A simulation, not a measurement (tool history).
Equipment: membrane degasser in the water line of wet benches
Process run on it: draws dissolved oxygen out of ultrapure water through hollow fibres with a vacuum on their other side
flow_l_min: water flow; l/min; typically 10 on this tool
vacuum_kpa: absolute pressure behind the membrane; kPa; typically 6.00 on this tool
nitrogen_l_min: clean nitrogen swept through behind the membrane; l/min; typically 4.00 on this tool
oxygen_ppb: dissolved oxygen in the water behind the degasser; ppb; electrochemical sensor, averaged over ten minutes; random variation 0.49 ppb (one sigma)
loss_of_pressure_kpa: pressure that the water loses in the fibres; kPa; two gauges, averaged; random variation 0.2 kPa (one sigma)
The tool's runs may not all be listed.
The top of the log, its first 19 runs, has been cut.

run,day,flow_l_min,vacuum_kpa,nitrogen_l_min,hours since the membrane was changed,hours since the vacuum gauge was calibrated,hours since the vacuum lines were made tight,oxygen_ppb,loss_of_pressure_kpa
20,65.929,9,7.09,4.45,4194,1349,1807,32.7,41.21
21,69.633,9,12.99,3.15,4283,1438,1896,81.1,41.43
22,73.638,10,10.75,7.26,4379,1535,1992,48.4,46.00
23,78.858,8,5.92,6.32,4504,1660,2118,14.6,37.06
24,83.058,8,5.92,6.32,4605,1761,2219,14.8,36.93
25,85.700,8,5.92,6.32,4668,1824,2282,14.9,36.62
26,89.712,8,5.92,6.32,4765,1920,2378,15.1,37.02
27,94.796,8,5.92,6.32,4887,2042,2500,15.5,36.76
28,99.962,8,5.92,6.32,5011,2166,2624,14.7,37.02
29,103.342,13,6.00,3.78,5092,2247,2705,95.9,60.19
30,105.604,7,6.00,7.18,5146,2302,2760,9.9,32.05
31,108.917,7,6.00,7.18,5226,2381,2839,9.7,32.14
32,112.458,7,6.00,7.18,5311,2466,2924,9.7,32.53

Below are 5 alternative next runs, each starting from the tool's condition after run 32. Predict each:
A,116.125,7,4.25,8.06,5399,2554,3012,?,?
B,116.125,7,4.56,6.26,5399,2554,3012,?,?
C,116.125,10,11.98,5.88,5399,2554,3012,?,?
D,116.125,7,9.04,2.34,5399,2554,3012,?,?
E,116.125,9,6.00,7.18,5399,2554,3012,?,?

run,oxygen_ppb,loss_of_pressure_kpa
A,4.8,32.22
B,6.5,32.32
C,60.9,46.25
D,45.3,32.31
E,21.1,41.42
Stripped of hidden state, with their random variation kept, the same runs would have yielded:
run,oxygen_ppb,loss_of_pressure_kpa
A,4.8,32.20
B,6.5,32.30
C,60.8,46.22
D,45.2,32.29
E,21.0,41.40

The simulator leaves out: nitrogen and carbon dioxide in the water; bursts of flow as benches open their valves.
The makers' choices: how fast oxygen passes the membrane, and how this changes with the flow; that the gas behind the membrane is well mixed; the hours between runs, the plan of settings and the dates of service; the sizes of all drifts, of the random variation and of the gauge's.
